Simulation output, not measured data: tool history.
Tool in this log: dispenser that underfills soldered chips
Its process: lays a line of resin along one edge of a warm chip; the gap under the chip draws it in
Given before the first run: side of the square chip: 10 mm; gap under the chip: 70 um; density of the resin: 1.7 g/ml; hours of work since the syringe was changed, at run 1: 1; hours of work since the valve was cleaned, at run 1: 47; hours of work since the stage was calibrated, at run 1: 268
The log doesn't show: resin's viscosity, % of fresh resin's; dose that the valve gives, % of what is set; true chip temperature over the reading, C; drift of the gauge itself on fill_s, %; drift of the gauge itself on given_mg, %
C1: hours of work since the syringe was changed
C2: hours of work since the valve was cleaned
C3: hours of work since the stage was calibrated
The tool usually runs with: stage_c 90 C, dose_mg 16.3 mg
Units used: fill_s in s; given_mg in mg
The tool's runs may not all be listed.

Run 1, hour 0.0: usual settings; C1 1; C2 47; C3 268. Result: fill_s 71.0 s, given_mg 15.89 mg.
At hour 10.5: new syringe of resin.
Run 2, hour 13.2: usual settings but stage_c 95 C; C1 2; C2 56; C3 277. Result: fill_s 65.5 s, given_mg 15.84 mg.
Run 3, hour 19.8: usual settings but stage_c 95 C, dose_mg 14.2 mg; C1 7; C2 61; C3 282. Result: fill_s 101.7 s, given_mg 13.75 mg.
At hour 22.5: new syringe of resin.
Run 4, hour 27.0: usual settings; C1 3; C2 66; C3 287. Result: fill_s 82.8 s, given_mg 15.74 mg.
At hour 33.6: new syringe of resin.
Run 5, hour 33.6: usual settings; C1 0; C2 70; C3 292. Result: fill_s 64.3 s, given_mg 15.74 mg.
Run 6, hour 39.9: usual settings but dose_mg 20.4 mg; C1 5; C2 75; C3 296. Result: fill_s 87.5 s, given_mg 19.60 mg.
At hour 42.3: dispensing valve cleaned and set on the balance.
At hour 46.1: new syringe of resin.
Run 7, hour 50.2: usual settings but dose_mg 16.2 mg; C1 3; C2 5; C3 303. Result: fill_s 82.1 s, given_mg 16.20 mg.
At hour 57.6: new syringe of resin.
Run 8, hour 59.8: usual settings but dose_mg 16.2 mg; C1 2; C2 12; C3 309. Result: fill_s 74.1 s, given_mg 16.17 mg.
At hour 66.5: stage's temperature calibrated.
Run 9, hour 68.7: usual settings but dose_mg 16.2 mg; C1 7; C2 18; C3 2. Result: fill_s 117.5 s, given_mg 16.08 mg.
At hour 69.8: new syringe of resin.
Run 10, hour 75.4: usual settings but dose_mg 19.1 mg; C1 4; C2 22; C3 6. Result: fill_s 88.3 s, given_mg 18.93 mg.
At hour 81.3: new syringe of resin.
Run 11, hour 87.0: usual settings but dose_mg 19.1 mg; C1 4; C2 30; C3 14. Result: fill_s 91.3 s, given_mg 18.86 mg.
At hour 92.6: new syringe of resin.
Run 12, hour 96.3: usual settings but dose_mg 19.1 mg; C1 3; C2 37; C3 21. Result: fill_s 81.3 s, given_mg 18.69 mg.
At hour 103.7: new syringe of resin.
Run 13, hour 105.6: usual settings; C1 1; C2 43; C3 27. Result: fill_s 74.8 s, given_mg 15.95 mg.
At hour 115.8: new syringe of resin.
Run 14, hour 116.4: usual settings; C1 0; C2 51; C3 35. Result: fill_s 69.8 s, given_mg 15.89 mg.
At hour 127.1: new syringe of resin.
Run 15, hour 127.4: usual settings but stage_c 102 C; C1 0; C2 59; C3 42. Result: fill_s 46.8 s, given_mg 15.78 mg.
Run 16, hour 133.6: usual settings; C1 5; C2 63; C3 47. Result: fill_s 96.9 s, given_mg 15.82 mg.
At hour 138.6: new syringe of resin.
Run 17, hour 144.2: usual settings; C1 4; C2 70; C3 54. Result: fill_s 91.0 s, given_mg 15.71 mg.
At hour 149.8: new syringe of resin.
Run 18, hour 150.1: usual settings but stage_c 82 C, dose_mg 21.1 mg; C1 0; C2 74; C3 58. Result: fill_s 84.1 s, given_mg 20.24 mg.
At hour 152.6: dispensing valve cleaned and set on the balance.
At hour 162.3: new syringe of resin.
Run 19, hour 163.0: usual settings but stage_c 96 C, dose_mg 16.1 mg; C1 0; C2 7; C3 66. Result: fill_s 57.1 s, given_mg 16.03 mg.
At hour 173.8: new syringe of resin.
Run 20, hour 176.2: usual settings but stage_c 96 C, dose_mg 16.1 mg; C1 2; C2 17; C3 76. Result: fill_s 62.7 s, given_mg 15.94 mg.
At hour 184.8: new syringe of resin.
Run 21, hour 189.3: usual settings but stage_c 96 C, dose_mg 16.1 mg; C1 3; C2 26; C3 85. Result: fill_s 73.0 s, given_mg 15.88 mg.
At hour 196.3: new syringe of resin.
Run 22, hour 198.9: usual settings but stage_c 96 C, dose_mg 21.2 mg; C1 2; C2 32; C3 92. Result: fill_s 61.1 s, given_mg 20.84 mg.
At hour 207.5: new syringe of resin.
Run 23, hour 210.2: usual settings but stage_c 96 C, dose_mg 21.2 mg; C1 2; C2 40; C3 99. Result: fill_s 61.5 s, given_mg 20.77 mg.
Run 24, hour 216.5: usual settings but stage_c 76 C, dose_mg 18.9 mg; C1 6; C2 45; C3 104. Result: fill_s 166.7 s, given_mg 18.46 mg.
At hour 218.6: new syringe of resin.
At hour 230.2: new syringe of resin.
Run 25, hour 230.2: usual settings but stage_c 99 C, dose_mg 19.7 mg; C1 0; C2 54; C3 113. Result: fill_s 48.6 s, given_mg 19.07 mg.
At hour 241.3: new syringe of resin.
Run 26, hour 242.3: usual settings but stage_c 97 C, dose_mg 19.7 mg; C1 1; C2 63; C3 122. Result: fill_s 54.6 s, given_mg 19.06 mg.
At hour 253.0: new syringe of resin.
Run 27, hour 253.2: usual settings but stage_c 95 C, dose_mg 19.3 mg; C1 0; C2 70; C3 129. Result: fill_s 56.2 s, given_mg 18.55 mg.
At hour 261.8: dispensing valve cleaned and set on the balance.
At hour 265.3: new syringe of resin.
Run 28, hour 266.5: usual settings but stage_c 88 C, dose_mg 17.2 mg; C1 1; C2 3; C3 138. Result: fill_s 75.0 s, given_mg 17.15 mg.
Run 29, hour 274.2: usual settings but stage_c 88 C, dose_mg 17.2 mg; C1 6; C2 9; C3 143. Result: fill_s 115.0 s, given_mg 17.11 mg.
At hour 277.2: new syringe of resin.
Run 30, hour 285.5: usual settings but stage_c 88 C, dose_mg 17.2 mg; C1 6; C2 17; C3 151. Result: fill_s 112.4 s, given_mg 17.07 mg.
At hour 289.1: new syringe of resin.
Run 31, hour 298.3: usual settings but stage_c 88 C, dose_mg 17.2 mg; C1 7; C2 26; C3 160. Result: fill_s 114.4 s, given_mg 16.97 mg.
At hour 300.2: new syringe of resin.
Run 32, hour 305.1: usual settings but stage_c 76 C; C1 4; C2 30; C3 165. Result: fill_s 136.0 s, given_mg 16.09 mg.
At hour 311.3: new syringe of resin.
Run 33, hour 317.8: usual settings but stage_c 76 C; C1 5; C2 39; C3 174. Result: fill_s 148.7 s, given_mg 15.92 mg.

Across each entry between runs, compare the hidden state at the last listed run before it with the hidden state at the first listed run after it:
From run 1 to run 2: new syringe of resin (hour 10.5)
  resin's viscosity, % of fresh resin's: 107.7 -> 116.8; dose that the valve gives, % of what is set: 97.48 -> 97; true chip temperature over the reading, C: 0.74 -> 0.77
  the result without the hidden state subtracted from the measured one, fill_s: +4.0 -> +8.5 s; given_mg: -0.41 -> -0.48 mg
From run 3 to run 4: new syringe of resin (hour 22.5)
  resin's viscosity, % of fresh resin's: 168.8 -> 125.9; dose that the valve gives, % of what is set: 96.75 -> 96.53; true chip temperature over the reading, C: 0.79 -> 0.81
  the result without the hidden state subtracted from the measured one, fill_s: +40.8 -> +16.0 s; given_mg: -0.46 -> -0.56 mg
From run 4 to run 5: new syringe of resin (hour 33.6)
  resin's viscosity, % of fresh resin's: 125.9 -> 97.7; dose that the valve gives, % of what is set: 96.53 -> 96.26; true chip temperature over the reading, C: 0.81 -> 0.83
  the result without the hidden state subtracted from the measured one, fill_s: +16.0 -> -2.5 s; given_mg: -0.56 -> -0.61 mg
From run 6 to run 7: dispensing valve cleaned and set on the balance (hour 42.3); new syringe of resin (hour 46.1)
  resin's viscosity, % of fresh resin's: 139.1 -> 125.6; dose that the valve gives, % of what is set: 96 -> 99.82; true chip temperature over the reading, C: 0.84 -> 0.87
  the result without the hidden state subtracted from the measured one, fill_s: +23.2 -> +15.1 s; given_mg: -0.81 -> -0.02 mg
From run 7 to run 8: new syringe of resin (hour 57.6)
  resin's viscosity, % of fresh resin's: 125.6 -> 112; dose that the valve gives, % of what is set: 99.82 -> 99.46; true chip temperature over the reading, C: 0.87 -> 0.89
  the result without the hidden state subtracted from the measured one, fill_s: +15.1 -> +6.3 s; given_mg: -0.02 -> -0.09 mg
From run 8 to run 9: stage's temperature calibrated (hour 66.5)
  resin's viscosity, % of fresh resin's: 112 -> 174.4; dose that the valve gives, % of what is set: 99.46 -> 99.17; true chip temperature over the reading, C: 0.89 -> -0.07
  the result without the hidden state subtracted from the measured one, fill_s: +6.3 -> +50.3 s; given_mg: -0.09 -> -0.14 mg
From run 9 to run 10: new syringe of resin (hour 69.8)
  resin's viscosity, % of fresh resin's: 174.4 -> 137.4; dose that the valve gives, % of what is set: 99.17 -> 98.94; true chip temperature over the reading, C: -0.07 -> -0.05
  the result without the hidden state subtracted from the measured one, fill_s: +50.3 -> +24.2 s; given_mg: -0.14 -> -0.20 mg
From run 10 to run 11: new syringe of resin (hour 81.3)
  resin's viscosity, % of fresh resin's: 137.4 -> 138; dose that the valve gives, % of what is set: 98.94 -> 98.56; true chip temperature over the reading, C: -0.05 -> -0.02
  the result without the hidden state subtracted from the measured one, fill_s: +24.2 -> +25.3 s; given_mg: -0.20 -> -0.28 mg
From run 11 to run 12: new syringe of resin (hour 92.6)
  resin's viscosity, % of fresh resin's: 138 -> 125.4; dose that the valve gives, % of what is set: 98.56 -> 98.21; true chip temperature over the reading, C: -0.02 -> 0
  the result without the hidden state subtracted from the measured one, fill_s: +25.3 -> +16.6 s; given_mg: -0.28 -> -0.34 mg
From run 12 to run 13: new syringe of resin (hour 103.7)
  resin's viscosity, % of fresh resin's: 125.4 -> 111.7; dose that the valve gives, % of what is set: 98.21 -> 97.84; true chip temperature over the reading, C: 0 -> 0.03
  the result without the hidden state subtracted from the measured one, fill_s: +16.6 -> +8.2 s; given_mg: -0.34 -> -0.35 mg
From run 13 to run 14: new syringe of resin (hour 115.8)
  resin's viscosity, % of fresh resin's: 111.7 -> 103.9; dose that the valve gives, % of what is set: 97.84 -> 97.45; true chip temperature over the reading, C: 0.03 -> 0.05
  the result without the hidden state subtracted from the measured one, fill_s: +8.2 -> +2.9 s; given_mg: -0.35 -> -0.42 mg
From run 14 to run 15: new syringe of resin (hour 127.1)
  resin's viscosity, % of fresh resin's: 103.9 -> 101.3; dose that the valve gives, % of what is set: 97.45 -> 97.05; true chip temperature over the reading, C: 0.05 -> 0.08
  the result without the hidden state subtracted from the measured one, fill_s: +2.9 -> +0.9 s; given_mg: -0.42 -> -0.48 mg
From run 16 to run 17: new syringe of resin (hour 138.6)
  resin's viscosity, % of fresh resin's: 144 -> 136.9; dose that the valve gives, % of what is set: 96.81 -> 96.43; true chip temperature over the reading, C: 0.1 -> 0.13
  the result without the hidden state subtracted from the measured one, fill_s: +30.1 -> +25.0 s; given_mg: -0.52 -> -0.58 mg
From run 17 to run 18: new syringe of resin (hour 149.8)
  resin's viscosity, % of fresh resin's: 136.9 -> 102; dose that the valve gives, % of what is set: 96.43 -> 96.22; true chip temperature over the reading, C: 0.13 -> 0.14
  the result without the hidden state subtracted from the measured one, fill_s: +25.0 -> +1.5 s; given_mg: -0.58 -> -0.80 mg
From run 18 to run 19: dispensing valve cleaned and set on the balance (hour 152.6); new syringe of resin (hour 162.3)
  resin's viscosity, % of fresh resin's: 102 -> 101.2; dose that the valve gives, % of what is set: 96.22 -> 99.57; true chip temperature over the reading, C: 0.14 -> 0.17
  the result without the hidden state subtracted from the measured one, fill_s: +1.5 -> +0.5 s; given_mg: -0.80 -> -0.07 mg
From run 19 to run 20: new syringe of resin (hour 173.8)
  resin's viscosity, % of fresh resin's: 101.2 -> 112.5; dose that the valve gives, % of what is set: 99.57 -> 99.09; true chip temperature over the reading, C: 0.17 -> 0.21
  the result without the hidden state subtracted from the measured one, fill_s: +0.5 -> +6.7 s; given_mg: -0.07 -> -0.15 mg
From run 20 to run 21: new syringe of resin (hour 184.8)
  resin's viscosity, % of fresh resin's: 112.5 -> 129.3; dose that the valve gives, % of what is set: 99.09 -> 98.6; true chip temperature over the reading, C: 0.21 -> 0.25
  the result without the hidden state subtracted from the measured one, fill_s: +6.7 -> +16.2 s; given_mg: -0.15 -> -0.22 mg
From run 21 to run 22: new syringe of resin (hour 196.3)
  resin's viscosity, % of fresh resin's: 129.3 -> 116.9; dose that the valve gives, % of what is set: 98.6 -> 98.29; true chip temperature over the reading, C: 0.25 -> 0.27
  the result without the hidden state subtracted from the measured one, fill_s: +16.2 -> +8.5 s; given_mg: -0.22 -> -0.36 mg
From run 22 to run 23: new syringe of resin (hour 207.5)
  resin's viscosity, % of fresh resin's: 116.9 -> 115; dose that the valve gives, % of what is set: 98.29 -> 97.89; true chip temperature over the reading, C: 0.27 -> 0.3
  the result without the hidden state subtracted from the measured one, fill_s: +8.5 -> +7.6 s; given_mg: -0.36 -> -0.44 mg
From run 24 to run 25: new syringe of resin (hour 218.6); new syringe of resin (hour 230.2)
  resin's viscosity, % of fresh resin's: 163.9 -> 98.3; dose that the valve gives, % of what is set: 97.66 -> 97.16; true chip temperature over the reading, C: 0.32 -> 0.35
  the result without the hidden state subtracted from the measured one, fill_s: +64.2 -> -1.2 s; given_mg: -0.44 -> -0.56 mg
From run 25 to run 26: new syringe of resin (hour 241.3)
  resin's viscosity, % of fresh resin's: 98.3 -> 105.7; dose that the valve gives, % of what is set: 97.16 -> 96.78; true chip temperature over the reading, C: 0.35 -> 0.38
  the result without the hidden state subtracted from the measured one, fill_s: -1.2 -> +2.5 s; given_mg: -0.56 -> -0.63 mg
From run 26 to run 27: new syringe of resin (hour 253.0)
  resin's viscosity, % of fresh resin's: 105.7 -> 101.4; dose that the valve gives, % of what is set: 96.78 -> 96.36; true chip temperature over the reading, C: 0.38 -> 0.41
  the result without the hidden state subtracted from the measured one, fill_s: +2.5 -> +0.4 s; given_mg: -0.63 -> -0.71 mg
From run 27 to run 28: dispensing valve cleaned and set on the balance (hour 261.8); new syringe of resin (hour 265.3)
  resin's viscosity, % of fresh resin's: 101.4 -> 108.7; dose that the valve gives, % of what is set: 96.36 -> 99.88; true chip temperature over the reading, C: 0.41 -> 0.45
  the result without the hidden state subtracted from the measured one, fill_s: +0.4 -> +5.1 s; given_mg: -0.71 -> -0.02 mg
From run 29 to run 30: new syringe of resin (hour 277.2)
  resin's viscosity, % of fresh resin's: 167.6 -> 160.3; dose that the valve gives, % of what is set: 99.59 -> 99.16; true chip temperature over the reading, C: 0.47 -> 0.5
  the result without the hidden state subtracted from the measured one, fill_s: +45.6 -> +41.3 s; given_mg: -0.07 -> -0.14 mg
From run 30 to run 31: new syringe of resin (hour 289.1)
  resin's viscosity, % of fresh resin's: 160.3 -> 167; dose that the valve gives, % of what is set: 99.16 -> 98.66; true chip temperature over the reading, C: 0.5 -> 0.53
  the result without the hidden state subtracted from the measured one, fill_s: +41.3 -> +45.0 s; given_mg: -0.14 -> -0.23 mg
From run 31 to run 32: new syringe of resin (hour 300.2)
  resin's viscosity, % of fresh resin's: 167 -> 132.9; dose that the valve gives, % of what is set: 98.66 -> 98.39; true chip temperature over the reading, C: 0.53 -> 0.55
  the result without the hidden state subtracted from the measured one, fill_s: +45.0 -> +32.3 s; given_mg: -0.23 -> -0.26 mg
From run 32 to run 33: new syringe of resin (hour 311.3)
  resin's viscosity, % of fresh resin's: 132.9 -> 145.4; dose that the valve gives, % of what is set: 98.39 -> 97.96; true chip temperature over the reading, C: 0.55 -> 0.58
  the result without the hidden state subtracted from the measured one, fill_s: +32.3 -> +45.0 s; given_mg: -0.26 -> -0.33 mg
